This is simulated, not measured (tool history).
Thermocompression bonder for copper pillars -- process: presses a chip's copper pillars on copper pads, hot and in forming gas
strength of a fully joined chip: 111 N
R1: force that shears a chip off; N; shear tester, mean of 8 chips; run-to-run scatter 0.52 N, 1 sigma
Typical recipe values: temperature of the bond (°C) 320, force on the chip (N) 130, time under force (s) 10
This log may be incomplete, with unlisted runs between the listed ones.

run 1 day=0.000 | temperature_of_the_bond_(°C)=320 force_on_the_chip_(N)=130 time_under_force_(s)=10 | R1=46.2
run 2 day=0.338 | temperature_of_the_bond_(°C)=320 force_on_the_chip_(N)=130 time_under_force_(s)=10 | R1=46.3
run 3 day=0.933 | temperature_of_the_bond_(°C)=313 force_on_the_chip_(N)=130 time_under_force_(s)=10 | R1=43.1
run 4 day=1.292 | temperature_of_the_bond_(°C)=313 force_on_the_chip_(N)=130 time_under_force_(s)=10 | R1=43.2
run 5 day=1.604 | temperature_of_the_bond_(°C)=320 force_on_the_chip_(N)=105 time_under_force_(s)=10 | R1=40.7
run 6 day=2.054 | temperature_of_the_bond_(°C)=320 force_on_the_chip_(N)=105 time_under_force_(s)=22 | R1=54.9
run 7 day=2.762 | temperature_of_the_bond_(°C)=320 force_on_the_chip_(N)=105 time_under_force_(s)=22 | R1=54.8
run 8 day=3.196 | temperature_of_the_bond_(°C)=320 force_on_the_chip_(N)=105 time_under_force_(s)=22 | R1=54.6
run 9 day=3.688 | temperature_of_the_bond_(°C)=320 force_on_the_chip_(N)=105 time_under_force_(s)=22 | R1=54.4
run 10 day=4.246 | temperature_of_the_bond_(°C)=320 force_on_the_chip_(N)=130 time_under_force_(s)=10 | R1=45.2
run 11 day=4.617 | temperature_of_the_bond_(°C)=300 force_on_the_chip_(N)=130 time_under_force_(s)=10 | R1=36.8
run 12 day=5.162 | temperature_of_the_bond_(°C)=309 force_on_the_chip_(N)=130 time_under_force_(s)=10 | R1=40.6
run 13 day=5.588 | temperature_of_the_bond_(°C)=348 force_on_the_chip_(N)=150 time_under_force_(s)=10 | R1=62.1
run 14 day=6.012 | temperature_of_the_bond_(°C)=320 force_on_the_chip_(N)=82 time_under_force_(s)=8 | R1=31.8
run 15 day=6.504 | temperature_of_the_bond_(°C)=320 force_on_the_chip_(N)=82 time_under_force_(s)=8 | R1=32.4
run 16 day=6.883 | temperature_of_the_bond_(°C)=292 force_on_the_chip_(N)=115 time_under_force_(s)=7 | R1=26.2
run 17 day=7.379 | temperature_of_the_bond_(°C)=350 force_on_the_chip_(N)=82 time_under_force_(s)=10 | R1=46.2
run 18 day=7.762 | temperature_of_the_bond_(°C)=340 force_on_the_chip_(N)=130 time_under_force_(s)=10 | R1=55.0
-- day=8.167 force cell calibrated
run 19 day=8.392 | temperature_of_the_bond_(°C)=336 force_on_the_chip_(N)=124 time_under_force_(s)=16 | R1=61.8
run 20 day=9.004 | temperature_of_the_bond_(°C)=320 force_on_the_chip_(N)=90 time_under_force_(s)=10 | R1=37.9
run 21 day=9.654 | temperature_of_the_bond_(°C)=320 force_on_the_chip_(N)=109 time_under_force_(s)=24 | R1=57.1
run 22 day=9.958 | temperature_of_the_bond_(°C)=320 force_on_the_chip_(N)=116 time_under_force_(s)=10 | R1=44.0
run 23 day=10.638 | temperature_of_the_bond_(°C)=304 force_on_the_chip_(N)=139 time_under_force_(s)=11 | R1=40.8

What will run 24 give?
run 24 day=11.033 | temperature_of_the_bond_(°C)=304 force_on_the_chip_(N)=172 time_under_force_(s)=8 | R1=?

{"run 24": {"R1": 40.2}}
Minus the tool's unlogged condition, the same run would have read R1 42.8 N.
